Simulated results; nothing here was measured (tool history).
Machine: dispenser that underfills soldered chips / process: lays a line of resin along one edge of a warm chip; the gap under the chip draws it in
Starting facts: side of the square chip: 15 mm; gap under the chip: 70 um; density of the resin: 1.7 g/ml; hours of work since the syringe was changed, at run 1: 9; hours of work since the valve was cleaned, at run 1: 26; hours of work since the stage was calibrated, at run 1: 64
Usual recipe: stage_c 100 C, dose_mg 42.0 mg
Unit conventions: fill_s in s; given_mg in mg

run  hour  stage_c  dose_mg  hours of work since the syringe was changed  hours of work since the valve was cleaned  hours of work since the stage was calibrated  fill_s  given_mg
  1   0.0      100     42.0                                            9                                         26                                            64   267.6     41.22
      3.1  -- new syringe of resin
  2   6.0      100     42.0                                            2                                         29                                            68   159.2     40.81
  3   9.2      100     42.0                                            4                                         31                                            70   184.2     40.84
  4  15.4      100     42.0                                            8                                         35                                            74   231.4     40.91
  5  18.8      100     42.0                                           10                                         37                                            76   270.3     40.62
     21.4  -- new syringe of resin
  6  22.2      100     42.0                                            1                                         39                                            78   144.9     40.65
     26.8  -- dispensing valve cleaned and set on the balance
  7  29.2      100     42.0                                            4                                          1                                            81   183.9     41.72
  8  35.0      100     42.0                                            8                                          5                                            85   229.4     41.64
     40.6  -- new syringe of resin
  9  41.9      100     42.0                                            1                                          9                                            89   145.2     41.62
 10  45.7      100     42.0                                            3                                         11                                            91   173.1     41.93
 11  51.0      100     42.0                                            6                                         15                                            95   214.1     41.38
 12  57.3      100     42.0                                           10                                         19                                            99   271.1     41.24
     59.0  -- new syringe of resin
 13  62.3      109     48.5                                            2                                         22                                           102   128.2     47.52
 14  66.9       92     37.8                                            5                                         24                                           104   239.7     36.97
 15  69.8      115     52.8                                            7                                         26                                           106   146.8     51.79
 16  73.6      115     52.8                                            9                                         29                                           109   169.4     51.53
     77.2  -- new syringe of resin
 17  78.4      115     52.8                                            1                                         31                                           111   100.5     51.40

Estimate the outcome of run 18 from the log above:
 18  81.5      106     41.8                                            3                                         33                                           113       ?         ?

{"run 18": {"fill_s": 144.5, "given_mg": 40.6}}
On a tool with no hidden condition, and with the same random variation, this run would have come out at fill_s 123.0 s, given_mg 41.79 mg.
